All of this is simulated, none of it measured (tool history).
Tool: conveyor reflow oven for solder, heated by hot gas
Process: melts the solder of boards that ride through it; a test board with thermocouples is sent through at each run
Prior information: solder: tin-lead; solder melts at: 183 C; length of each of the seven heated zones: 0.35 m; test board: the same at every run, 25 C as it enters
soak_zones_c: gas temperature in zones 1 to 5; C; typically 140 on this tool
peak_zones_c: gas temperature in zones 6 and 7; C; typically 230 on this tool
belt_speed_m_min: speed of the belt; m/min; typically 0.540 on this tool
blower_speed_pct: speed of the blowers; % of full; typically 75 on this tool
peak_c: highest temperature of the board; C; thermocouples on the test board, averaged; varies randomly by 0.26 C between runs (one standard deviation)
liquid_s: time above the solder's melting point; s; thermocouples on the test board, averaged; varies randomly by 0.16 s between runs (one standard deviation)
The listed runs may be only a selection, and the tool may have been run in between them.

{"run": 1, "hour": 0.0, "soak_zones_c": 140, "peak_zones_c": 230, "belt_speed_m_min": 0.54, "blower_speed_pct": 75, "peak_c": 216.0, "liquid_s": 59.0}
{"run": 2, "hour": 12.3, "soak_zones_c": 148, "peak_zones_c": 230, "belt_speed_m_min": 0.54, "blower_speed_pct": 75, "peak_c": 217.2, "liquid_s": 62.7}
{"run": 3, "hour": 26.5, "soak_zones_c": 148, "peak_zones_c": 230, "belt_speed_m_min": 0.54, "blower_speed_pct": 75, "peak_c": 217.0, "liquid_s": 62.6}
{"run": 4, "hour": 36.9, "soak_zones_c": 140, "peak_zones_c": 230, "belt_speed_m_min": 0.54, "blower_speed_pct": 75, "peak_c": 215.7, "liquid_s": 58.3}
{"run": 5, "hour": 43.4, "soak_zones_c": 140, "peak_zones_c": 230, "belt_speed_m_min": 0.54, "blower_speed_pct": 75, "peak_c": 215.3, "liquid_s": 58.3}
{"run": 6, "hour": 52.4, "soak_zones_c": 140, "peak_zones_c": 230, "belt_speed_m_min": 0.54, "blower_speed_pct": 75, "peak_c": 215.7, "liquid_s": 58.3}
{"run": 7, "hour": 65.0, "soak_zones_c": 140, "peak_zones_c": 230, "belt_speed_m_min": 0.54, "blower_speed_pct": 75, "peak_c": 215.3, "liquid_s": 58.0}
{"run": 8, "hour": 71.6, "soak_zones_c": 140, "peak_zones_c": 230, "belt_speed_m_min": 0.54, "blower_speed_pct": 75, "peak_c": 215.4, "liquid_s": 58.5}
{"run": 9, "hour": 86.1, "soak_zones_c": 140, "peak_zones_c": 230, "belt_speed_m_min": 0.54, "blower_speed_pct": 68, "peak_c": 214.5, "liquid_s": 57.1}
{"run": 10, "hour": 92.4, "soak_zones_c": 140, "peak_zones_c": 230, "belt_speed_m_min": 0.51, "blower_speed_pct": 68, "peak_c": 215.9, "liquid_s": 62.6}
{"run": 11, "hour": 104.0, "soak_zones_c": 140, "peak_zones_c": 236, "belt_speed_m_min": 0.607, "blower_speed_pct": 87, "peak_c": 218.7, "liquid_s": 53.2}
{"run": 12, "hour": 113.1, "soak_zones_c": 140, "peak_zones_c": 236, "belt_speed_m_min": 0.607, "blower_speed_pct": 87, "peak_c": 218.2, "liquid_s": 53.3}
{"run": 13, "hour": 126.2, "soak_zones_c": 140, "peak_zones_c": 236, "belt_speed_m_min": 0.583, "blower_speed_pct": 87, "peak_c": 219.7, "liquid_s": 56.5}
{"run": 14, "hour": 132.6, "soak_zones_c": 132, "peak_zones_c": 220, "belt_speed_m_min": 0.632, "blower_speed_pct": 64, "peak_c": 198.2, "liquid_s": 28.9}
{"run": 15, "hour": 143.6, "soak_zones_c": 140, "peak_zones_c": 244, "belt_speed_m_min": 0.644, "blower_speed_pct": 53, "peak_c": 216.2, "liquid_s": 47.4}
{"run": 16, "hour": 155.3, "soak_zones_c": 140, "peak_zones_c": 244, "belt_speed_m_min": 0.644, "blower_speed_pct": 53, "peak_c": 216.0, "liquid_s": 47.1}
{"run": 17, "hour": 163.0, "soak_zones_c": 140, "peak_zones_c": 244, "belt_speed_m_min": 0.644, "blower_speed_pct": 53, "peak_c": 215.6, "liquid_s": 47.3}

Missing from the log above: 2 entries noted between runs. For each, name the pair of listed runs it sits between and say how the tool's hidden condition differs from the listed run just before to the listed run just after:
After run 8, before run 9: belt drive overhauled, speed set with a stopwatch (hour 76.9)
  heat that the gas passes to the board, % of a clean oven's: 97.2 -> 97; belt's true speed, % of the reading: 99.63 -> 99.44; true gas temperature in zones 6 and 7 over the reading, C: -0.67 -> -0.69
  the result without the hidden state subtracted from the measured one, peak_c: -1.1 -> -1.0 C; liquid_s: -0.8 -> -0.7 s
After run 10, before run 11: belt drive overhauled, speed set with a stopwatch, once more (hour 102.9)
  heat that the gas passes to the board, % of a clean oven's: 96.9 -> 96.8; belt's true speed, % of the reading: 99.43 -> 100.05; true gas temperature in zones 6 and 7 over the reading, C: -0.71 -> -0.73
  the result without the hidden state subtracted from the measured one, peak_c: -1.1 -> -1.5 C; liquid_s: -0.6 -> -1.1 s
